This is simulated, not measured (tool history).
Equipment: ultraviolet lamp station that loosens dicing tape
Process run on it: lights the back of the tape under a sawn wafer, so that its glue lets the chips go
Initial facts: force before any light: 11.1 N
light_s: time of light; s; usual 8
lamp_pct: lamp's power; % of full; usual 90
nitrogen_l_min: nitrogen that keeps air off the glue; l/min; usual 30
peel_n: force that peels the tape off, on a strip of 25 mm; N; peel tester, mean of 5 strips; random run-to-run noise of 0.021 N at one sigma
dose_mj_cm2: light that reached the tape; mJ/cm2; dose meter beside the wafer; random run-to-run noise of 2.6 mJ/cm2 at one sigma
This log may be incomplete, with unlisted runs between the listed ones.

| run | hour | light_s | lamp_pct | nitrogen_l_min | peel_n | dose_mj_cm2 |
|---|---|---|---|---|---|---|
| 1 | 0 | 8 | 90 | 30 | 1.718 | 263 |
| 2 | 66.9 | 8 | 90 | 30 | 1.661 | 260 |
| 3 | 124.5 | 8 | 90 | 14 | 2.61 | 255 |
|  | 154.4 | window cleaned of glue's vapour |
| 4 | 205.3 | 8 | 90 | 14 | 2.871 | 233 |
| 5 | 287.1 | 5 | 90 | 30 | 3.962 | 145 |
| 6 | 376.8 | 5 | 90 | 30 | 4.144 | 137 |
| 7 | 462.4 | 5 | 90 | 30 | 4.248 | 138 |
| 8 | 508.4 | 5 | 90 | 30 | 4.284 | 131 |
| 9 | 576.5 | 5 | 90 | 30 | 4.482 | 130 |
| 10 | 624.4 | 5 | 90 | 30 | 4.67 | 128 |
|  | 641.3 | window cleaned of glue's vapour, once more |
| 11 | 711.4 | 7 | 90 | 30 | 2.048 | 234 |
| 12 | 774.9 | 4 | 90 | 30 | 4.336 | 131 |
| 13 | 875.9 | 4 | 90 | 30 | 4.455 | 124 |
| 14 | 918 | 8 | 90 | 30 | 1.84 | 252 |
| 15 | 999.9 | 5 | 90 | 30 | 3.686 | 150 |
| 16 | 1088 | 8 | 90 | 30 | 2.001 | 234 |
| 17 | 1151.4 | 8 | 90 | 30 | 2.198 | 233 |
| 18 | 1236.2 | 8 | 90 | 30 | 2.267 | 222 |
| 19 | 1337.2 | 8 | 68 | 53 | 2.873 | 165 |
|  | 1388.5 | window cleaned of glue's vapour |
| 20 | 1402.9 | 8 | 90 | 28 | 2.066 | 237 |
| 21 | 1445.3 | 5 | 95 | 58 | 2.882 | 156 |
| 22 | 1496.6 | 8 | 90 | 35 | 1.961 | 230 |
| 23 | 1539 | 13 | 70 | 59 | 1.021 | 286 |
| 24 | 1628.2 | 4 | 88 | 30 | 5.236 | 110 |
| 25 | 1712 | 4 | 88 | 30 | 5.081 | 102 |
| 26 | 1776.8 | 15 | 64 | 34 | 1.382 | 287 |
| 27 | 1867.3 | 15 | 64 | 34 | 1.425 | 272 |
| 28 | 1924.9 | 15 | 64 | 34 | 1.508 | 264 |
| 29 | 2019.2 | 5 | 90 | 17 | 5.284 | 123 |
| 30 | 2074.5 | 8 | 90 | 19 | 3.363 | 187 |
|  | 2110.9 | lamp changed |
|  | 2137.5 | window cleaned of glue's vapour |
| 31 | 2144.8 | 8 | 90 | 19 | 1.406 | 341 |
| 32 | 2232.1 | 7 | 87 | 25 | 1.695 | 280 |
| 33 | 2323.4 | 4 | 81 | 14 | 5.106 | 144 |
| 34 | 2423.9 | 13 | 73 | 34 | 0.591 | 410 |
| 35 | 2481.3 | 13 | 73 | 34 | 0.634 | 405 |
| 36 | 2565.2 | 8 | 83 | 37 | 1.445 | 274 |

Below are 5 alternative next runs, each starting from the tool's condition after run 36. Predict each:
| A | 2663.5 | 5 | 83 | 20 | ? | ? |
| B | 2663.5 | 13 | 77 | 25 | ? | ? |
| C | 2663.5 | 5 | 72 | 28 | ? | ? |
| D | 2663.5 | 15 | 83 | 37 | ? | ? |
| E | 2663.5 | 6 | 83 | 9 | ? | ? |

| run | peel_n | dose_mj_cm2 |
|---|---|---|
| A | 3.901 | 169 |
| B | 0.781 | 407 |
| C | 3.91 | 146 |
| D | 0.347 | 502 |
| E | 4.114 | 197 |
With the hidden condition removed and each run's random variation left untouched, the same runs would have given:
| run | peel_n | dose_mj_cm2 |
|---|---|---|
| A | 3.247 | 198 |
| B | 0.526 | 478 |
| C | 3.276 | 171 |
| D | 0.238 | 589 |
| E | 3.473 | 232 |

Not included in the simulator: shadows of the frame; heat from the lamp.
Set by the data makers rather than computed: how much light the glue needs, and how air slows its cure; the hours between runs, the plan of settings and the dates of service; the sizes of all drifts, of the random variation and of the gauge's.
